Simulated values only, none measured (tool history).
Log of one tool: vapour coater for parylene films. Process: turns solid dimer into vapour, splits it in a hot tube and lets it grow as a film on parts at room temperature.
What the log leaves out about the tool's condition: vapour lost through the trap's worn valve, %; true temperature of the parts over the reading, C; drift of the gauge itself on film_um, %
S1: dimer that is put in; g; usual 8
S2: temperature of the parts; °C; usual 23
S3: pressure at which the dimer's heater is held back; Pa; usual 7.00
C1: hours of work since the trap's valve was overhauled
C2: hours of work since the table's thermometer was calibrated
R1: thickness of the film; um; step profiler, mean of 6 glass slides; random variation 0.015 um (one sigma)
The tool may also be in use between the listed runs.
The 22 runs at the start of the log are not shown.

Run 23, hour 269.5: usual settings but S3 3.03 Pa; C1 112; C2 35. Result: R1 1.74 um.
Run 24, hour 284.9: usual settings but S2 15 °C; C1 124; C2 48. Result: R1 1.73 um.
Run 25, hour 299.3: usual settings but S2 15 °C; C1 136; C2 59. Result: R1 1.70 um.
At hour 304.2: table's thermometer calibrated, once more.
Run 26, hour 308.8: usual settings but S2 15 °C; C1 143; C2 4. Result: R1 1.75 um.
Run 27, hour 321.1: usual settings but S1 7 g, S2 15 °C; C1 153; C2 14. Result: R1 1.52 um.
Run 28, hour 333.5: usual settings but S1 10 g, S3 2.54 Pa; C1 163; C2 24. Result: R1 2.25 um.
Run 29, hour 348.8: usual settings but S1 6 g, S3 5.36 Pa; C1 175; C2 36. Result: R1 1.19 um.
Run 30, hour 355.6: usual settings but S1 12 g, S2 18 °C, S3 4.47 Pa; C1 180; C2 41. Result: R1 2.63 um.
Run 31, hour 370.2: usual settings but S1 12 g, S2 32 °C, S3 2.98 Pa; C1 192; C2 53. Result: R1 2.24 um.
Run 32, hour 382.0: usual settings but S1 13 g, S3 8.89 Pa; C1 202; C2 62. Result: R1 2.36 um.
Run 33, hour 394.3: usual settings but S1 13 g, S3 8.89 Pa; C1 212; C2 72. Result: R1 2.37 um.
Run 34, hour 406.5: usual settings but S1 13 g, S2 26 °C, S3 4.47 Pa; C1 221; C2 82. Result: R1 2.49 um.
Run 35, hour 416.3: usual settings but S1 13 g, S2 26 °C, S3 4.47 Pa; C1 229; C2 90. Result: R1 2.48 um.
Run 36, hour 430.7: usual settings but S1 10 g, S3 8.59 Pa; C1 241; C2 102. Result: R1 1.81 um.
Run 37, hour 443.3: usual settings but S2 15 °C, S3 2.29 Pa; C1 251; C2 112. Result: R1 1.98 um.
Run 38, hour 450.6: usual settings but S1 10 g, S2 17 °C, S3 2.09 Pa; C1 257; C2 118. Result: R1 2.44 um.
Run 39, hour 459.7: usual settings but S1 3 g, S2 15 °C; C1 264; C2 125. Result: R1 0.65 um.
Run 40, hour 468.1: usual settings but S1 3 g, S2 19 °C, S3 2.16 Pa; C1 271; C2 132. Result: R1 0.73 um.
Run 41, hour 480.8: usual settings but S1 5 g, S2 28 °C, S3 5.93 Pa; C1 281; C2 142. Result: R1 0.86 um.
Run 42, hour 490.1: usual settings but S1 5 g, S2 28 °C, S3 5.93 Pa; C1 288; C2 149. Result: R1 0.89 um.
Run 43, hour 503.8: usual settings but S1 5 g, S2 16 °C, S3 5.87 Pa; C1 299; C2 160. Result: R1 1.05 um.
Run 44, hour 513.3: usual settings but S2 33 °C; C1 307; C2 168. Result: R1 1.29 um.
Run 45, hour 525.8: usual settings but S1 4 g, S3 6.13 Pa; C1 317; C2 178. Result: R1 0.76 um.
Run 46, hour 541.0: usual settings but S1 10 g, S2 28 °C, S3 8.67 Pa; C1 329; C2 190. Result: R1 1.63 um.

5 options for the next run, each taken on its own from the tool as it stands now. Forecast them:
Run A, hour 553.6: usual settings but S1 10 g, S2 28 °C, S3 11.39 Pa; C1 339; C2 200. Result: R1 ?.
Run B, hour 553.6: usual settings but S1 4 g, S2 16 °C; C1 339; C2 200. Result: R1 ?.
Run C, hour 553.6: usual settings but S1 6 g, S2 15 °C, S3 8.47 Pa; C1 339; C2 200. Result: R1 ?.
Run D, hour 553.6: usual settings but S1 10 g, S2 18 °C, S3 8.67 Pa; C1 339; C2 200. Result: R1 ?.
Run E, hour 553.6: usual settings but S1 3 g, S2 22 °C, S3 5.37 Pa; C1 339; C2 200. Result: R1 ?.

run    R1
  A  1.58
  B  0.81
  C  1.20
  D  1.90
  E  0.59
Take away the tool's hidden state, keep each run's random variation, and the runs would have read:
run    R1
  A  1.72
  B  0.89
  C  1.31
  D  2.08
  E  0.64
